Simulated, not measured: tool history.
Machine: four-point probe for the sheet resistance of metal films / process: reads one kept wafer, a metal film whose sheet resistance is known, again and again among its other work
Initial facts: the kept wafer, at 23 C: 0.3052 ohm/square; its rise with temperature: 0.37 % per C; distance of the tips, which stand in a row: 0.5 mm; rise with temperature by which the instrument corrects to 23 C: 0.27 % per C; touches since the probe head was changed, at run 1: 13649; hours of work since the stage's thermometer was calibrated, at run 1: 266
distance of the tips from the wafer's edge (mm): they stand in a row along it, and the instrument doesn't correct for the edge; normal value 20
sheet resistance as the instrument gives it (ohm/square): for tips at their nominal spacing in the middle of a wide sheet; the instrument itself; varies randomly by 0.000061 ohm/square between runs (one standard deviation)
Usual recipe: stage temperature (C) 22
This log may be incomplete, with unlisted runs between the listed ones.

run	day	stage temperature (C)	distance of the tips from the wafer's edge (mm)	touches since the probe head was changed	hours of work since the stage's thermometer was calibrated	sheet resistance as the instrument gives it (ohm/square)
1	0.000	22	20	13649	266	0.305061
2	0.350	22	20	13928	271	0.305064
3	0.783	22	20	14274	276	0.304981
4	1.350	22	20	14726	284	0.305113
5	1.779	22	20	15066	290	0.305004
6	2.192	22	20	15395	296	0.305037
7	2.504	22	33	15646	300	0.304906
8	2.904	22	20	15964	305	0.304932
9	3.567	19	20	16492	315	0.304109
10	4.162	19	20	16967	323	0.304051
11	4.688	19	20	17385	330	0.304115
12	5.125	25	20	17734	336	0.305886
13	5.471	24	9	18009	341	0.305996

Expected results for the next run?
14	5.962	28	66	18401	347	?

{"run 14": {"sheet resistance as the instrument gives it (ohm/square)": 0.306731}}
Were there no unlogged condition in the tool, this run, its random variation unchanged, would have produced sheet resistance as the instrument gives it (ohm/square) 0.306729.
